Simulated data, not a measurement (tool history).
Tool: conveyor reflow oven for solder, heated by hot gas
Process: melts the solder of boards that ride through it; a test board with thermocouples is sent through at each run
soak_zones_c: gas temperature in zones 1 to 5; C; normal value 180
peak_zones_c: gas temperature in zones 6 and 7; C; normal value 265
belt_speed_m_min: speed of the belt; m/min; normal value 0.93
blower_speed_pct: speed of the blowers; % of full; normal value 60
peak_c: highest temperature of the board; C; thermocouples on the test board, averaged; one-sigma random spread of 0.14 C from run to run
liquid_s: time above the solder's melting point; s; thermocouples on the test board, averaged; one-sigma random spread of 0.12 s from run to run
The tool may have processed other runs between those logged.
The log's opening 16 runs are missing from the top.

run	hour	soak_zones_c	peak_zones_c	belt_speed_m_min	blower_speed_pct	hours of work since the flux was cleaned out	hours of work since the belt drive was overhauled	hours of work since the thermocouples were changed	peak_c	liquid_s
17	273	180	265	0.93	60	96	409	262	246.6	36.5
18	286.8	180	265	1.084	86	103	416	269	248.9	32.8
19	305.4	180	265	1.084	86	112	425	278	248.9	32.9
20	325	180	255	0.962	90	122	435	288	244.3	35.7
21	339.5	180	255	0.962	90	129	442	295	244.2	35.5
22	350.1	165	253	0.93	60	134	447	300	233.5	23.3
23	361.3	192	262	0.93	60	140	453	306	246.9	40.5
24	384.1	192	262	0.93	60	151	464	317	246.8	40.3
25	407.1	180	259	0.93	81	163	476	329	246.9	38
26	422	180	259	0.93	81	170	483	336	247.3	38.1
27	441	177	260	0.763	54	180	493	346	246.2	44.3
28	454.2	182	273	0.763	65	187	499	353	261.4	54.8
29	473.7	190	271	0.93	60	196	509	362	254	42.9
30	491.2	186	270	0.93	60	205	518	371	252.2	40.9

Consider 4 possible next runs. They are alternatives, not a sequence: every one starts from the tool as it was left by run 30. What does each give?
A	510.2	170	269	0.93	89	214	527	380	?	?
B	510.2	180	265	0.93	88	214	527	380	?	?
C	510.2	180	280	0.93	60	214	527	380	?	?
D	510.2	190	265	0.93	69	214	527	380	?	?

run	peak_c	liquid_s
A	256	39.9
B	253.6	41.3
C	259.6	42.7
D	251.3	42.5
Had the tool no hidden state, the same runs would have come out as:
run	peak_c	liquid_s
A	256	39.9
B	253.6	41.3
C	259.6	42.7
D	251.3	42.5

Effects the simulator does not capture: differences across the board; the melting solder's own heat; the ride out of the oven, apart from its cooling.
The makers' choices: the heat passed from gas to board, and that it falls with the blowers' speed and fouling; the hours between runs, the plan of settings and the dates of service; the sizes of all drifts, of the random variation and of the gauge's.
